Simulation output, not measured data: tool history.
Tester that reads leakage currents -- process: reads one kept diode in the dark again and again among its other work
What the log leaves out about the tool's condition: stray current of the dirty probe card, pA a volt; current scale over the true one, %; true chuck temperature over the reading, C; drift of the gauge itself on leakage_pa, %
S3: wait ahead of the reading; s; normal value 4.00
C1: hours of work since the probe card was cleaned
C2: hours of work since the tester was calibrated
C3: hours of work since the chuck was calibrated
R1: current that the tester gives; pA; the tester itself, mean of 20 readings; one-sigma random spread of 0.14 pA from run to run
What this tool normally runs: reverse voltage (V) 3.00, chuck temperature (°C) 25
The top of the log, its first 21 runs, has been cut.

{"run": 22, "hour": 741.3, "reverse voltage (V)": 3.0, "chuck temperature (°C)": 30, "S3": 4.0, "C1": 2187, "C2": 1034, "C3": 1218, "R1": 62.24}
{"run": 23, "hour": 795.9, "reverse voltage (V)": 3.0, "chuck temperature (°C)": 22, "S3": 0.94, "C1": 2221, "C2": 1068, "C3": 1253, "R1": 33.31}
{"run": 24, "hour": 827.5, "reverse voltage (V)": 1.55, "chuck temperature (°C)": 22, "S3": 8.1, "C1": 2241, "C2": 1088, "C3": 1273, "R1": 22.79}
{"run": 25, "hour": 881.1, "reverse voltage (V)": 1.55, "chuck temperature (°C)": 22, "S3": 8.1, "C1": 2275, "C2": 1122, "C3": 1307, "R1": 22.98}
{"run": 26, "hour": 925.7, "reverse voltage (V)": 1.06, "chuck temperature (°C)": 22, "S3": 0.51, "C1": 2303, "C2": 1150, "C3": 1335, "R1": 18.59}
{"run": 27, "hour": 958.9, "reverse voltage (V)": 2.36, "chuck temperature (°C)": 25, "S3": 1.29, "C1": 2324, "C2": 1171, "C3": 1356, "R1": 36.75}
{"run": 28, "hour": 996.8, "reverse voltage (V)": 2.36, "chuck temperature (°C)": 25, "S3": 1.29, "C1": 2348, "C2": 1195, "C3": 1380, "R1": 37.04}
{"run": 29, "hour": 1047.4, "reverse voltage (V)": 2.36, "chuck temperature (°C)": 25, "S3": 1.29, "C1": 2380, "C2": 1227, "C3": 1412, "R1": 36.71}
{"run": 30, "hour": 1100.0, "reverse voltage (V)": 3.0, "chuck temperature (°C)": 59, "S3": 4.0, "C1": 2413, "C2": 1261, "C3": 1445, "R1": 481.28}
{"run": 31, "hour": 1123.9, "reverse voltage (V)": 3.0, "chuck temperature (°C)": 59, "S3": 4.0, "C1": 2428, "C2": 1276, "C3": 1460, "R1": 476.23}
{"run": 32, "hour": 1158.1, "reverse voltage (V)": 16.12, "chuck temperature (°C)": 25, "S3": 4.2, "C1": 2450, "C2": 1297, "C3": 1482, "R1": 108.65}
{"run": 33, "hour": 1201.7, "reverse voltage (V)": 2.47, "chuck temperature (°C)": 25, "S3": 4.0, "C1": 2478, "C2": 1325, "C3": 1509, "R1": 37.67}
{"hour": 1232.5, "done": "probe card cleaned and baked"}
{"run": 34, "hour": 1238.8, "reverse voltage (V)": 2.47, "chuck temperature (°C)": 25, "S3": 4.0, "C1": 4, "C2": 1346, "C3": 1531, "R1": 37.79}
{"run": 35, "hour": 1285.1, "reverse voltage (V)": 2.47, "chuck temperature (°C)": 25, "S3": 4.0, "C1": 33, "C2": 1376, "C3": 1560, "R1": 37.67}
{"run": 36, "hour": 1318.4, "reverse voltage (V)": 19.54, "chuck temperature (°C)": 23, "S3": 1.95, "C1": 54, "C2": 1397, "C3": 1581, "R1": 103.91}
{"run": 37, "hour": 1360.2, "reverse voltage (V)": 1.3, "chuck temperature (°C)": 40, "S3": 1.54, "C1": 81, "C2": 1423, "C3": 1608, "R1": 81.86}
{"run": 38, "hour": 1405.9, "reverse voltage (V)": 1.84, "chuck temperature (°C)": 48, "S3": 3.66, "C1": 110, "C2": 1452, "C3": 1637, "R1": 175.64}
{"run": 39, "hour": 1456.4, "reverse voltage (V)": 5.23, "chuck temperature (°C)": 36, "S3": 4.0, "C1": 142, "C2": 1484, "C3": 1668, "R1": 133.68}
{"run": 40, "hour": 1497.9, "reverse voltage (V)": 5.23, "chuck temperature (°C)": 36, "S3": 4.0, "C1": 168, "C2": 1510, "C3": 1695, "R1": 133.69}

Each row is a separate what-if for the run after 40, all from the same tool condition, not one after another. Results?
{"run": "A", "hour": 1545.9, "reverse voltage (V)": 3.0, "chuck temperature (°C)": 57, "S3": 0.72, "C1": 198, "C2": 1541, "C3": 1725, "R1": "?"}
{"run": "B", "hour": 1545.9, "reverse voltage (V)": 4.18, "chuck temperature (°C)": 21, "S3": 1.49, "C1": 198, "C2": 1541, "C3": 1725, "R1": "?"}
{"run": "C", "hour": 1545.9, "reverse voltage (V)": 6.8, "chuck temperature (°C)": 36, "S3": 4.0, "C1": 198, "C2": 1541, "C3": 1725, "R1": "?"}
{"run": "D", "hour": 1545.9, "reverse voltage (V)": 3.0, "chuck temperature (°C)": 59, "S3": 1.66, "C1": 198, "C2": 1541, "C3": 1725, "R1": "?"}

run=A R1=419.93
run=B R1=36.97
run=C R1=154.90
run=D R1=476.40
Stripped of hidden state, with their random variation kept, the same runs would have yielded:
run=A R1=419.98
run=B R1=36.97
run=C R1=154.91
run=D R1=476.45

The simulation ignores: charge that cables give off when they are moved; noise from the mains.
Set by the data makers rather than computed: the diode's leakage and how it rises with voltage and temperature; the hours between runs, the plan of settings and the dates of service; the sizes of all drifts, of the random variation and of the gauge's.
